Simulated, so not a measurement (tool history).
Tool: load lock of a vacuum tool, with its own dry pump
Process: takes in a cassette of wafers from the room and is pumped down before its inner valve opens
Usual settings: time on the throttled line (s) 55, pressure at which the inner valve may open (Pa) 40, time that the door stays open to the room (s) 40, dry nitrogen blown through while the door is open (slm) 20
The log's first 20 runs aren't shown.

| run | hour | time on the throttled line (s) | pressure at which the inner valve may open (Pa) | time that the door stays open to the room (s) | dry nitrogen blown through while the door is open (slm) | incoming humidity of the room's air, % | time from the closed door until the inner valve may open (s) | rise of the pressure with all valves shut (Pa/min) |
|---|---|---|---|---|---|---|---|---|
| 21 | 7637.2 | 36 | 77 | 127 | 43 | 43.6 | 82.2 | 0.015 |
| 22 | 8108.0 | 55 | 40 | 40 | 18 | 44.6 | 102.1 | 0.020 |
| 23 | 8402.8 | 55 | 40 | 125 | 20 | 46.8 | 102.7 | 0.025 |
| 24 | 8694.5 | 55 | 40 | 125 | 20 | 45.6 | 102.5 | 0.025 |
| 25 | 8966.5 | 34 | 40 | 40 | 26 | 45.8 | 85.4 | 0.014 |
| 26 | 9276.0 | 55 | 40 | 97 | 32 | 45.1 | 102.8 | 0.016 |
| 27 | 9695.5 | 55 | 29 | 97 | 14 | 43.8 | 105.2 | 0.022 |
| 28 | 10056.6 | 55 | 40 | 150 | 20 | 45.5 | 101.3 | 0.026 |
| 29 | 10613.7 | 69 | 57 | 153 | 35 | 42.4 | 112.4 | 0.020 |
| 30 | 10852.6 | 44 | 40 | 59 | 24 | 44.5 | 93.9 | 0.013 |
| 31 | 11335.5 | 44 | 40 | 56 | 9 | 47.0 | 93.2 | 0.029 |
| 32 | 11818.0 | 89 | 32 | 40 | 20 | 43.8 | 133.3 | 0.020 |

Forecast run 33:
| 33 | 12054.6 | 89 | 32 | 40 | 20 | 41.3 | ? | ? |

Run 33 gave time from the closed door until the inner valve may open (s) 131.2, rise of the pressure with all valves shut (Pa/min) 0.020.
Without the tool's hidden state the same run would have given time from the closed door until the inner valve may open (s) 131.1, rise of the pressure with all valves shut (Pa/min) 0.018.

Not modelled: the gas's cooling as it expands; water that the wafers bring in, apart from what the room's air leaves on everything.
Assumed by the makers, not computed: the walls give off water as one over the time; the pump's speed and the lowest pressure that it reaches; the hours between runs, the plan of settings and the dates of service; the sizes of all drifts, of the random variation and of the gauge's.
